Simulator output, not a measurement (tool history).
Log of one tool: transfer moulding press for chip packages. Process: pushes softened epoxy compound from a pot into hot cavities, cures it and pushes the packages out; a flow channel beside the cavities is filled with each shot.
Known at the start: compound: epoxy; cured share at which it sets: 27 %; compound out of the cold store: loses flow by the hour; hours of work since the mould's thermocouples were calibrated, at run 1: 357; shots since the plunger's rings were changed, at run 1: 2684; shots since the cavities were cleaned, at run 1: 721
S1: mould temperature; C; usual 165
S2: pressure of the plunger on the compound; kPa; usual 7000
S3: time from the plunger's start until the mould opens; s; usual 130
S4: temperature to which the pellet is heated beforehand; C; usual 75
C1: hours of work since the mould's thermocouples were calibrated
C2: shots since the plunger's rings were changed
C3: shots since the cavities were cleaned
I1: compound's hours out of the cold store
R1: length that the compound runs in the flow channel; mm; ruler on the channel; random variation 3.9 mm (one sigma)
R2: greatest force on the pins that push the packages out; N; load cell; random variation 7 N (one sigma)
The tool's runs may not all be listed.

| run | hour | S1 | S2 | S3 | S4 | C1 | C2 | C3 | I1 | R1 | R2 |
|---|---|---|---|---|---|---|---|---|---|---|---|
| 1 | 0 | 165 | 7000 | 130 | 75 | 357 | 2684 | 721 | 41.6 | 479 | 517 |
| 2 | 47.8 | 165 | 7000 | 130 | 75 | 380 | 2997 | 1034 | 31.4 | 499 | 515 |
|  | 64.8 | cavities cleaned with cleaning compound and waxed |
| 3 | 71.1 | 165 | 7000 | 130 | 75 | 391 | 3140 | 42 | 45.4 | 465 | 313 |
| 4 | 117.8 | 165 | 7000 | 130 | 75 | 413 | 3445 | 347 | 47.4 | 457 | 432 |
| 5 | 160.9 | 165 | 7000 | 130 | 75 | 434 | 3727 | 629 | 34 | 493 | 472 |
| 6 | 194.2 | 165 | 7000 | 130 | 75 | 450 | 3946 | 848 | 36.4 | 483 | 490 |
| 7 | 222.2 | 165 | 7000 | 130 | 75 | 464 | 4128 | 1030 | 24.5 | 515 | 500 |
|  | 238.7 | cavities cleaned with cleaning compound and waxed |
| 8 | 260.5 | 165 | 7000 | 130 | 75 | 482 | 4370 | 143 | 36.8 | 476 | 360 |
| 9 | 285.8 | 170 | 7000 | 130 | 75 | 494 | 4535 | 308 | 14.9 | 517 | 404 |
| 10 | 336.1 | 165 | 7000 | 113 | 75 | 518 | 4864 | 637 | 15.9 | 530 | 503 |
| 11 | 359.3 | 165 | 7000 | 130 | 75 | 529 | 5016 | 789 | 29.8 | 487 | 487 |
| 12 | 402.3 | 165 | 7000 | 130 | 75 | 550 | 5298 | 1071 | 28.3 | 491 | 510 |
|  | 414.5 | cavities cleaned with cleaning compound and waxed |
| 13 | 454.2 | 165 | 7000 | 130 | 75 | 574 | 5627 | 259 | 46.8 | 444 | 414 |
| 14 | 499.9 | 165 | 7000 | 130 | 75 | 597 | 5926 | 558 | 46.1 | 434 | 442 |
|  | 513.4 | plunger's sealing rings changed |
| 15 | 525.8 | 163 | 7000 | 130 | 79 | 608 | 81 | 712 | 11.3 | 591 | 499 |
| 16 | 557.6 | 163 | 7000 | 130 | 79 | 623 | 289 | 920 | 29.2 | 533 | 526 |
| 17 | 586.4 | 163 | 7000 | 110 | 79 | 637 | 478 | 1109 | 33.3 | 522 | 563 |
|  | 591.6 | cavities cleaned with cleaning compound and waxed |
| 18 | 637.1 | 158 | 7000 | 117 | 75 | 661 | 800 | 299 | 15.4 | 592 | 584 |
| 19 | 676.9 | 159 | 7350 | 138 | 82 | 680 | 1060 | 559 | 8.1 | 615 | 504 |
| 20 | 716.4 | 159 | 7350 | 138 | 82 | 699 | 1319 | 818 | 14.2 | 597 | 539 |
| 21 | 759.3 | 159 | 7350 | 138 | 77 | 720 | 1599 | 1098 | 36.3 | 531 | 510 |
|  | 766.2 | cavities cleaned with cleaning compound and waxed |
|  | 787.7 | mould's thermocouples calibrated |
| 22 | 807.3 | 169 | 7350 | 146 | 80 | 9 | 1890 | 256 | 45.9 | 480 | 399 |
| 23 | 832.1 | 165 | 6990 | 116 | 75 | 21 | 2053 | 419 | 42.7 | 481 | 480 |
| 24 | 883.5 | 157 | 8620 | 162 | 75 | 46 | 2389 | 755 | 21.6 | 620 | 532 |
| 25 | 936.3 | 157 | 8620 | 162 | 75 | 72 | 2735 | 1101 | 9.6 | 657 | 558 |
|  | 941.4 | cavities cleaned with cleaning compound and waxed |
| 26 | 975.5 | 157 | 8620 | 162 | 75 | 90 | 2982 | 224 | 23.3 | 605 | 435 |
| 27 | 1027.9 | 164 | 6120 | 130 | 75 | 115 | 3324 | 566 | 38.5 | 459 | 470 |

The same runs without the tool's hidden state, with the same run-to-run variation:
The hidden state here: true mould temperature over the reading, C; pressure that reaches the compound, % of what is set; grip of the stained cavities, % over clean ones'; drift of the gauge itself on flow_mm, %; drift of the gauge itself on push_out_n, %.
| run | R1 | R2 |
|---|---|---|
| 1 | 504 | 300 |
| 2 | 528 | 292 |
| 3 | 493 | 287 |
| 4 | 488 | 289 |
| 5 | 528 | 284 |
| 6 | 520 | 283 |
| 7 | 557 | 284 |
| 8 | 517 | 286 |
| 9 | 563 | 274 |
| 10 | 582 | 311 |
| 11 | 535 | 285 |
| 12 | 543 | 289 |
| 13 | 494 | 294 |
| 14 | 486 | 271 |
| 15 | 599 | 303 |
| 16 | 542 | 310 |
| 17 | 532 | 341 |
| 18 | 607 | 454 |
| 19 | 634 | 327 |
| 20 | 619 | 333 |
| 21 | 553 | 300 |
| 22 | 498 | 282 |
| 23 | 500 | 309 |
| 24 | 649 | 312 |
| 25 | 692 | 318 |
| 26 | 641 | 317 |
| 27 | 489 | 287 |

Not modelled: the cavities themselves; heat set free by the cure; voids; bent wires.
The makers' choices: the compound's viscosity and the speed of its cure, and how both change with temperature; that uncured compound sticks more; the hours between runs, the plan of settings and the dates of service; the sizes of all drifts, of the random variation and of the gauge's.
